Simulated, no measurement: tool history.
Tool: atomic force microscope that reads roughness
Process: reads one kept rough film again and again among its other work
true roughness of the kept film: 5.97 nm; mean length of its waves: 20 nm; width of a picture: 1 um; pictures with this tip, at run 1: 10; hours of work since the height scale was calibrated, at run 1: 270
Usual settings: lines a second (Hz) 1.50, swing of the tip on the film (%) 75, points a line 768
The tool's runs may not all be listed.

run	hour	lines a second (Hz)	swing of the tip on the film (%)	points a line	pictures with this tip	hours of work since the height scale was calibrated	roughness of the kept film (nm (root mean square))
1	0.0	1.50	75	768	10	270	3.580
2	9.4	1.50	75	403	24	275	3.558
3	21.7	1.50	75	403	42	282	3.551
4	34.1	1.50	75	403	60	289	3.502
5	44.7	1.50	75	403	76	294	3.509
6	56.6	1.50	59	403	93	301	3.628
7	64.8	1.50	59	403	105	306	3.633
8	73.5	1.50	59	403	118	310	3.601
# hour 75.5: new tip fitted
9	86.3	1.50	64	768	16	317	3.676
10	94.8	1.50	75	768	29	322	3.576
11	106.1	1.50	75	768	45	328	3.563
12	112.4	1.50	75	768	55	332	3.566
13	122.1	1.50	75	768	69	337	3.538
14	128.1	0.63	75	840	78	340	3.659
15	134.6	1.65	75	708	87	344	3.572
16	142.9	1.65	79	264	99	349	3.404
17	150.1	1.65	88	803	110	353	3.395
# hour 157.1: new tip fitted
18	158.6	3.17	57	358	2	357	3.566
19	170.7	1.50	89	333	20	364	3.358
20	181.0	0.68	89	759	35	369	3.580
21	188.9	0.68	89	759	46	374	3.590

Run 22 comes next. What will it give?
22	198.5	0.68	89	759	60	379	?

{"run 22": {"roughness of the kept film (nm (root mean square))": 3.601}}
Without the tool's hidden state the same run would have given roughness of the kept film (nm (root mean square)) 3.613.
